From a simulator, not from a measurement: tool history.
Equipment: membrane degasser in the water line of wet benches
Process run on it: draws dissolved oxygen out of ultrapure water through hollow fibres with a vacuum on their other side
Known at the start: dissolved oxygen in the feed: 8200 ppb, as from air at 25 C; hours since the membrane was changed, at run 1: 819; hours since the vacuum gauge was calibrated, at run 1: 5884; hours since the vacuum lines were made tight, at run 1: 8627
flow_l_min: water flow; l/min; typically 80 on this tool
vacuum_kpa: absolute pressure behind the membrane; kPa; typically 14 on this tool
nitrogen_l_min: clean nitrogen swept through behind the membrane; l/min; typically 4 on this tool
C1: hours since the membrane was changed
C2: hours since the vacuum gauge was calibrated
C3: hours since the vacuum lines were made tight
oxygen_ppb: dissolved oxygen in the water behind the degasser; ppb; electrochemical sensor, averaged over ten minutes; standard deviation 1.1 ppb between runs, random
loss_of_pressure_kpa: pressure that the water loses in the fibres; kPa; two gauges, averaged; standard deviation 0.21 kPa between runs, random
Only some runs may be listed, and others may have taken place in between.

run 1 hour=0 | flow_l_min=80 vacuum_kpa=14 nitrogen_l_min=4 | C1=819 C2=5884 C3=8627 | oxygen_ppb=460.8 loss_of_pressure_kpa=48.89
-- hour=39.9 vacuum gauge calibrated
run 2 hour=51.6 | flow_l_min=80 vacuum_kpa=14 nitrogen_l_min=4.16 | C1=870 C2=12 C3=8679 | oxygen_ppb=445.1 loss_of_pressure_kpa=48.98
run 3 hour=96 | flow_l_min=60 vacuum_kpa=14 nitrogen_l_min=4 | C1=915 C2=56 C3=8723 | oxygen_ppb=357.6 loss_of_pressure_kpa=36.68
run 4 hour=156.3 | flow_l_min=80 vacuum_kpa=14 nitrogen_l_min=4 | C1=975 C2=116 C3=8783 | oxygen_ppb=458.7 loss_of_pressure_kpa=48.94
run 5 hour=210.3 | flow_l_min=83 vacuum_kpa=14 nitrogen_l_min=4 | C1=1029 C2=170 C3=8837 | oxygen_ppb=475.5 loss_of_pressure_kpa=50.62
run 6 hour=253.4 | flow_l_min=80 vacuum_kpa=13.9 nitrogen_l_min=4 | C1=1072 C2=213 C3=8880 | oxygen_ppb=457.3 loss_of_pressure_kpa=48.79
run 7 hour=295.2 | flow_l_min=80 vacuum_kpa=13.9 nitrogen_l_min=4 | C1=1114 C2=255 C3=8922 | oxygen_ppb=457.4 loss_of_pressure_kpa=49.31
run 8 hour=355.7 | flow_l_min=80 vacuum_kpa=13.9 nitrogen_l_min=4 | C1=1175 C2=316 C3=8983 | oxygen_ppb=454.5 loss_of_pressure_kpa=49.05
run 9 hour=403.1 | flow_l_min=80 vacuum_kpa=8.7 nitrogen_l_min=4 | C1=1222 C2=363 C3=9030 | oxygen_ppb=240.9 loss_of_pressure_kpa=48.62
run 10 hour=469.8 | flow_l_min=64 vacuum_kpa=14 nitrogen_l_min=1.92 | C1=1289 C2=430 C3=9097 | oxygen_ppb=695.8 loss_of_pressure_kpa=39.29
run 11 hour=543.4 | flow_l_min=65 vacuum_kpa=16 nitrogen_l_min=5.29 | C1=1362 C2=503 C3=9170 | oxygen_ppb=352.8 loss_of_pressure_kpa=40
-- hour=560.3 seals of the vacuum lines changed
run 12 hour=584.6 | flow_l_min=65 vacuum_kpa=16 nitrogen_l_min=5.29 | C1=1401 C2=543 C3=24 | oxygen_ppb=352.2 loss_of_pressure_kpa=39.63
run 13 hour=639.5 | flow_l_min=61 vacuum_kpa=20.5 nitrogen_l_min=2.85 | C1=1456 C2=598 C3=79 | oxygen_ppb=752.9 loss_of_pressure_kpa=37.37
run 14 hour=702.8 | flow_l_min=61 vacuum_kpa=20.5 nitrogen_l_min=2.85 | C1=1520 C2=661 C3=143 | oxygen_ppb=751.9 loss_of_pressure_kpa=37.72
run 15 hour=739.5 | flow_l_min=64 vacuum_kpa=14 nitrogen_l_min=4 | C1=1556 C2=698 C3=179 | oxygen_ppb=377.6 loss_of_pressure_kpa=39.2
run 16 hour=797.4 | flow_l_min=102 vacuum_kpa=10.9 nitrogen_l_min=5.43 | C1=1614 C2=755 C3=237 | oxygen_ppb=323.8 loss_of_pressure_kpa=62.86
run 17 hour=853.8 | flow_l_min=102 vacuum_kpa=10.9 nitrogen_l_min=5.43 | C1=1671 C2=812 C3=294 | oxygen_ppb=323.3 loss_of_pressure_kpa=62.34

Here are 4 independent what-if runs from the current tool condition. What would each one return?
run A hour=924.2 | flow_l_min=102 vacuum_kpa=15 nitrogen_l_min=5.43 | C1=1741 C2=882 C3=364 | oxygen_ppb=? loss_of_pressure_kpa=?
run B hour=924.2 | flow_l_min=80 vacuum_kpa=14 nitrogen_l_min=6.07 | C1=1741 C2=882 C3=364 | oxygen_ppb=? loss_of_pressure_kpa=?
run C hour=924.2 | flow_l_min=62 vacuum_kpa=15.9 nitrogen_l_min=2.51 | C1=1741 C2=882 C3=364 | oxygen_ppb=? loss_of_pressure_kpa=?
run D hour=924.2 | flow_l_min=56 vacuum_kpa=26.2 nitrogen_l_min=4 | C1=1741 C2=882 C3=364 | oxygen_ppb=? loss_of_pressure_kpa=?

run=A oxygen_ppb=481.3 loss_of_pressure_kpa=62.55
run=B oxygen_ppb=319.8 loss_of_pressure_kpa=48.93
run=C oxygen_ppb=637 loss_of_pressure_kpa=38.03
run=D oxygen_ppb=685.6 loss_of_pressure_kpa=34.15
What these runs would have given with no unlogged condition in the tool:
run=A oxygen_ppb=481.2 loss_of_pressure_kpa=62.54
run=B oxygen_ppb=319.8 loss_of_pressure_kpa=48.92
run=C oxygen_ppb=636.9 loss_of_pressure_kpa=38.03
run=D oxygen_ppb=685.6 loss_of_pressure_kpa=34.14
